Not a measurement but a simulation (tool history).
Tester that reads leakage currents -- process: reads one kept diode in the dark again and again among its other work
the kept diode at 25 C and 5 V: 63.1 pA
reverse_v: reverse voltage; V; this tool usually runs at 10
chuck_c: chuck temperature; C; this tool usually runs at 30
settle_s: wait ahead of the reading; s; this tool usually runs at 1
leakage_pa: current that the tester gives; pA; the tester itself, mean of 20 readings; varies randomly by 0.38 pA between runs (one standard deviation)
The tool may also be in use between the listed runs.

{"run": 1, "hour": 0.0, "reverse_v": 10, "chuck_c": 30, "settle_s": 1, "leakage_pa": 135.13}
{"run": 2, "hour": 47.5, "reverse_v": 10, "chuck_c": 30, "settle_s": 1, "leakage_pa": 136.42}
{"run": 3, "hour": 89.4, "reverse_v": 10, "chuck_c": 30, "settle_s": 1, "leakage_pa": 136.77}
{"run": 4, "hour": 155.0, "reverse_v": 19.6, "chuck_c": 30, "settle_s": 1, "leakage_pa": 180.22}
{"run": 5, "hour": 219.0, "reverse_v": 10, "chuck_c": 30, "settle_s": 1, "leakage_pa": 140.13}
{"run": 6, "hour": 264.3, "reverse_v": 10, "chuck_c": 27, "settle_s": 1, "leakage_pa": 111.62}
{"run": 7, "hour": 319.7, "reverse_v": 10, "chuck_c": 27, "settle_s": 1, "leakage_pa": 112.01}
{"run": 8, "hour": 356.2, "reverse_v": 10, "chuck_c": 27, "settle_s": 1, "leakage_pa": 113.21}
{"run": 9, "hour": 421.3, "reverse_v": 10, "chuck_c": 30, "settle_s": 1, "leakage_pa": 144.71}
{"run": 10, "hour": 484.4, "reverse_v": 10, "chuck_c": 30, "settle_s": 1, "leakage_pa": 146.31}
{"run": 11, "hour": 548.7, "reverse_v": 10, "chuck_c": 30, "settle_s": 1, "leakage_pa": 148.13}
{"hour": 578.9, "done": "chuck's temperature calibrated"}
{"run": 12, "hour": 601.2, "reverse_v": 2.6, "chuck_c": 30, "settle_s": 1, "leakage_pa": 91.84}
{"run": 13, "hour": 664.4, "reverse_v": 15.5, "chuck_c": 30, "settle_s": 1, "leakage_pa": 184.61}
{"run": 14, "hour": 711.8, "reverse_v": 15.5, "chuck_c": 30, "settle_s": 1, "leakage_pa": 185.79}
{"run": 15, "hour": 747.5, "reverse_v": 10, "chuck_c": 24, "settle_s": 1, "leakage_pa": 98.45}
{"run": 16, "hour": 810.3, "reverse_v": 10, "chuck_c": 24, "settle_s": 1, "leakage_pa": 100.39}
{"hour": 838.6, "done": "chuck's temperature calibrated, once more"}
{"run": 17, "hour": 838.6, "reverse_v": 10, "chuck_c": 30, "settle_s": 1, "leakage_pa": 131.28}
{"run": 18, "hour": 881.5, "reverse_v": 10, "chuck_c": 28, "settle_s": 1, "leakage_pa": 113.63}
{"run": 19, "hour": 909.4, "reverse_v": 2.3, "chuck_c": 44, "settle_s": 3.38, "leakage_pa": 218.73}
{"run": 20, "hour": 942.9, "reverse_v": 2.3, "chuck_c": 44, "settle_s": 3.38, "leakage_pa": 220.47}
{"run": 21, "hour": 985.1, "reverse_v": 1.7, "chuck_c": 49, "settle_s": 2.96, "leakage_pa": 285.7}
{"run": 22, "hour": 1030.9, "reverse_v": 10, "chuck_c": 34, "settle_s": 1.2, "leakage_pa": 183.25}
{"run": 23, "hour": 1088.7, "reverse_v": 12.4, "chuck_c": 22, "settle_s": 1.2, "leakage_pa": 82.5}
{"run": 24, "hour": 1125.3, "reverse_v": 12.4, "chuck_c": 53, "settle_s": 8.38, "leakage_pa": 797.79}
{"run": 25, "hour": 1176.4, "reverse_v": 11.4, "chuck_c": 30, "settle_s": 0.31, "leakage_pa": 148.63}
{"run": 26, "hour": 1214.4, "reverse_v": 3, "chuck_c": 30, "settle_s": 2.13, "leakage_pa": 86.19}
{"run": 27, "hour": 1254.0, "reverse_v": 10, "chuck_c": 30, "settle_s": 1, "leakage_pa": 139.94}
{"run": 28, "hour": 1311.8, "reverse_v": 10, "chuck_c": 30, "settle_s": 1, "leakage_pa": 141.85}
{"run": 29, "hour": 1363.2, "reverse_v": 4.8, "chuck_c": 34, "settle_s": 1.87, "leakage_pa": 144.07}
{"run": 30, "hour": 1403.8, "reverse_v": 7.8, "chuck_c": 34, "settle_s": 2.9, "leakage_pa": 175.21}
{"run": 31, "hour": 1457.2, "reverse_v": 7.8, "chuck_c": 34, "settle_s": 2.9, "leakage_pa": 175.79}
{"run": 32, "hour": 1502.7, "reverse_v": 7.8, "chuck_c": 34, "settle_s": 2.9, "leakage_pa": 176.07}

What does the tool deliver on the next run?
{"run": 33, "hour": 1550.3, "reverse_v": 4.2, "chuck_c": 34, "settle_s": 0.94, "leakage_pa": "?"}

{"run 33": {"leakage_pa": 140.4}}
Without the tool's hidden state the same run would have given leakage_pa 125.08 pA.
